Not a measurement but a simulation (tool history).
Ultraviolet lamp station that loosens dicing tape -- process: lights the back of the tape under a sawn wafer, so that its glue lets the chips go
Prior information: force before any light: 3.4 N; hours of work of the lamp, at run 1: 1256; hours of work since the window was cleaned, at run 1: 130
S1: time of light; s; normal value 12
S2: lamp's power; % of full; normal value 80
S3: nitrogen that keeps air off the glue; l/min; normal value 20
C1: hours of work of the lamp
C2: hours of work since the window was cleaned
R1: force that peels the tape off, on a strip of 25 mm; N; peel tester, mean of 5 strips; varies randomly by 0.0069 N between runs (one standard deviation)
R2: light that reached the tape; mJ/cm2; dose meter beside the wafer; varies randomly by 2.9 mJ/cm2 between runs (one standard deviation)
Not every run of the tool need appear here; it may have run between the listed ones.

run    hour  S1  S2  S3    C1   C2     R1   R2
  1     0.0  12  80  20  1256  130  0.387  264
  2    57.7   8  80  20  1291  165  0.683  175
  3   113.3  12  80  20  1325  199  0.411  252
  4   169.7  12  80  20  1360  233  0.412  245
  5   222.0  12  80  18  1392  265  0.449  244
  6   279.8   7  80  18  1427  301  0.944  138
  7   311.1  12  80  20  1446  320  0.482  226
  8   348.9  12  80  20  1470  343  0.487  223
  9   398.4  12  80  20  1500  373  0.505  225
 10   428.3  12  80  20  1518  392  0.516  213
 11   464.8  12  80  20  1541  414  0.524  213
      496.2  -- window cleaned of glue's vapour
 12   507.7  12  80  20  1566    7  0.607  188
 13   548.0  12  80  20  1591   32  0.632  182
 14   605.1  12  80  20  1626   67  0.661  174
      637.8  -- lamp changed
 15   644.7  12  87  20     4   90  0.295  317
 16   678.9  12  87  20    25  111  0.295  318
 17   737.7  12  80   8    61  147  0.552  281
 18   788.7  12  80   8    92  178  0.568  266
      849.7  -- window cleaned of glue's vapour, once more
 19   849.7  12  95  20   129    0  0.230  462
 20   888.4  12  95  20   153   24  0.216  455
 21   936.7  12  95  20   183   53  0.237  449
 22   996.7  21  80  32   219   90  0.196  653
 23  1050.2  21  80  20   252  123  0.197  635
 24  1105.3  18  80  23   286  156  0.218  531
 25  1132.6  18  80  23   303  173  0.206  523
 26  1191.8   7  98  20   339  209  0.425  241
 27  1228.5  12  80  12   361  232  0.341  335
 28  1292.7  21  64  19   400  271  0.236  456
 29  1350.9  16  97  20   436  307  0.219  511
 30  1414.2  16  65  19   475  345  0.295  333
 31  1453.8  16  71  19   499  370  0.284  361
 32  1512.0   6  71  19   535  405  0.982  135
     1558.3  -- window cleaned of glue's vapour
 33  1558.3   6  71  19   563    0  0.807  156
 34  1623.9   6  71  19   603   40  0.855  153
 35  1669.2  10  73   6   631   68  0.724  255
 36  1706.9  10  73   6   654   91  0.753  247
 37  1746.0  10  73   6   678  115  0.753  246
 38  1783.6  10  70  20   701  138  0.465  227
 39  1817.5  23  70  34   721  159  0.206  522
 40  1846.2   6  91  20   739  176  0.714  174
 41  1886.8  20  66  20   764  201  0.235  417

5 ways to go on from here, each from the tool as it stands after run 41. What would each give?
  A  1932.0  20  66  32  791  229   ?   ?
  B  1932.0   6  64  15  791  229   ?   ?
  C  1932.0  20  74  20  791  229   ?   ?
  D  1932.0  10  66  21  791  229   ?   ?
  E  1932.0  10  80  20  791  229   ?   ?

run     R1   R2
  A  0.218  410
  B  1.214  123
  C  0.215  460
  D  0.546  203
  E  0.434  247
Without the tool's hidden state the same runs would have given:
run     R1   R2
  A  0.200  566
  B  0.846  169
  C  0.195  637
  D  0.346  282
  E  0.287  342
